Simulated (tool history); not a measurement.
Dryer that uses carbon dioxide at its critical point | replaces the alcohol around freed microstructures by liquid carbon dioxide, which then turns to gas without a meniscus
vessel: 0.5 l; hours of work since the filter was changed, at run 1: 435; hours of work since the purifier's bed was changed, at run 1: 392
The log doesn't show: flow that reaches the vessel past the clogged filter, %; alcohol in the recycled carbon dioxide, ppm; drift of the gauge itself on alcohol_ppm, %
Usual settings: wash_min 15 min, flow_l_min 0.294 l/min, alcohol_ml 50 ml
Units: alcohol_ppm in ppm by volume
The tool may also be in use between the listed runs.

| run | hour | wash_min | flow_l_min | alcohol_ml | hours of work since the filter was changed | hours of work since the purifier's bed was changed | alcohol_ppm |
|---|---|---|---|---|---|---|---|
| 1 | 0 | 15 | 0.294 | 50 | 435 | 392 | 240 |
| 2 | 13.5 | 15 | 0.294 | 97 | 443 | 400 | 295 |
| 3 | 41.1 | 15 | 0.294 | 97 | 459 | 417 | 293 |
| 4 | 63.8 | 15 | 0.294 | 97 | 473 | 431 | 299 |
| 5 | 84.2 | 15 | 0.294 | 97 | 485 | 443 | 312 |
| 6 | 108.1 | 15 | 0.294 | 97 | 500 | 457 | 328 |
| 7 | 125.4 | 15 | 0.294 | 97 | 510 | 468 | 327 |
| 8 | 150.8 | 15 | 0.294 | 115 | 526 | 483 | 352 |
| 9 | 164.9 | 21 | 0.294 | 50 | 534 | 492 | 235 |
| 10 | 183 | 20 | 0.294 | 50 | 545 | 502 | 252 |
| 11 | 197.7 | 20 | 0.426 | 50 | 554 | 511 | 252 |
| 12 | 210.2 | 16 | 0.294 | 50 | 561 | 519 | 272 |
| 13 | 233 | 16 | 0.294 | 50 | 575 | 533 | 299 |
| 14 | 244.6 | 16 | 0.294 | 50 | 582 | 540 | 284 |
|  | 262.4 | inlet filter changed |
| 15 | 263.9 | 16 | 0.294 | 50 | 1 | 551 | 281 |
| 16 | 280.3 | 16 | 0.294 | 42 | 11 | 561 | 295 |
| 17 | 298.8 | 16 | 0.294 | 93 | 22 | 572 | 308 |
| 18 | 314.9 | 16 | 0.294 | 93 | 32 | 581 | 318 |
| 19 | 334.7 | 15 | 0.41 | 50 | 44 | 593 | 279 |
| 20 | 354 | 15 | 0.41 | 50 | 55 | 605 | 280 |
| 21 | 373.9 | 10 | 0.36 | 23 | 67 | 617 | 367 |
| 22 | 387.2 | 11 | 0.294 | 25 | 75 | 625 | 451 |
|  | 400.1 | purifier's bed changed |
| 23 | 401.9 | 21 | 0.252 | 100 | 82 | 1 | 26 |
| 24 | 424.2 | 21 | 0.252 | 100 | 96 | 15 | 24 |
| 25 | 438.7 | 15 | 0.316 | 69 | 104 | 23 | 44 |

How the hidden state differs across the entries between the runs, from the last listed run before each to the first after it:
Between runs 14 and 15: inlet filter changed (hour 262.4)
  flow that reaches the vessel past the clogged filter, %: 94.4 -> 99.6; alcohol in the recycled carbon dioxide, ppm: 260.2 -> 265.4
  measured less the result without the state, alcohol_ppm: +263 -> +263 ppm by volume
Between runs 22 and 23: purifier's bed changed (hour 400.1)
  flow that reaches the vessel past the clogged filter, %: 98.9 -> 98.8; alcohol in the recycled carbon dioxide, ppm: 299.8 -> 5.8
  measured less the result without the state, alcohol_ppm: +307 -> +3 ppm by volume

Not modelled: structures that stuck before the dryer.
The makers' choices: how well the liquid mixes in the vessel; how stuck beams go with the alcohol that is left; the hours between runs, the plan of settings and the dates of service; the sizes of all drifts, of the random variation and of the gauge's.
